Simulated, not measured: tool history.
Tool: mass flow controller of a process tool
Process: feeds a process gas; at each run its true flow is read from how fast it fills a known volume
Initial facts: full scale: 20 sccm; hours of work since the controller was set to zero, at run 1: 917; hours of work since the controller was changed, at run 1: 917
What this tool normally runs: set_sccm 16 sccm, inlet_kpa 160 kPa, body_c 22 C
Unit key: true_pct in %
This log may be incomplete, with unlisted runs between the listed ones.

run,hour,set_sccm,inlet_kpa,body_c,hours of work since the controller was set to zero,hours of work since the controller was changed,true_pct
1,0.0,16,160,22,917,917,99.29
2,70.6,16,160,22,954,954,99.20
3,117.3,16,160,22,978,978,99.09
4,154.0,16,160,22,997,997,99.10
5,219.2,16,160,22,1030,1030,99.13
6,293.6,16,160,27,1068,1068,98.93
7,362.3,16,160,27,1104,1104,98.97
8,406.1,16,160,27,1126,1126,99.00
9,446.5,16,233,27,1147,1147,99.41
10,485.0,16,233,27,1167,1167,99.21
11,517.4,16,233,27,1184,1184,99.27
12,554.4,16,160,22,1203,1203,98.68
13,619.2,16,160,22,1236,1236,98.64
14,666.9,16,181,22,1261,1261,98.62
15,721.4,16,181,22,1289,1289,98.59
16,774.4,16,160,25,1316,1316,98.48
17,829.7,16,160,25,1344,1344,98.33
18,898.5,16,185,32,1380,1380,98.67
19,945.0,16,185,32,1404,1404,98.40
20,992.7,2,146,24,1428,1428,96.73
21,1059.7,2,146,22,1463,1463,96.79
22,1125.3,11,150,22,1496,1496,97.31
23,1179.8,12,166,32,1524,1524,97.74
24,1234.0,12,166,32,1552,1552,97.62
25,1279.5,2,166,36,1576,1576,96.76
26,1353.2,4,181,22,1614,1614,96.77

For each run, the measured value with the value that run would have given without the tool's hidden condition subtracted. The run-to-run variation is shared by both, the gauge scatter possibly not:
The hidden state here: flow at rest that the sensor doesn't see, % of full scale; true flow over the shown one, %; drift of the gauge itself on true_pct, %.
run,true_pct
1,+0.00
2,-0.09
3,-0.14
4,-0.19
5,-0.27
6,-0.36
7,-0.44
8,-0.49
9,-0.55
10,-0.59
11,-0.64
12,-0.67
13,-0.75
14,-0.81
15,-0.88
16,-0.94
17,-1.00
18,-1.10
19,-1.15
20,-1.18
21,-1.25
22,-1.36
23,-1.43
24,-1.49
25,-1.52
26,-1.61
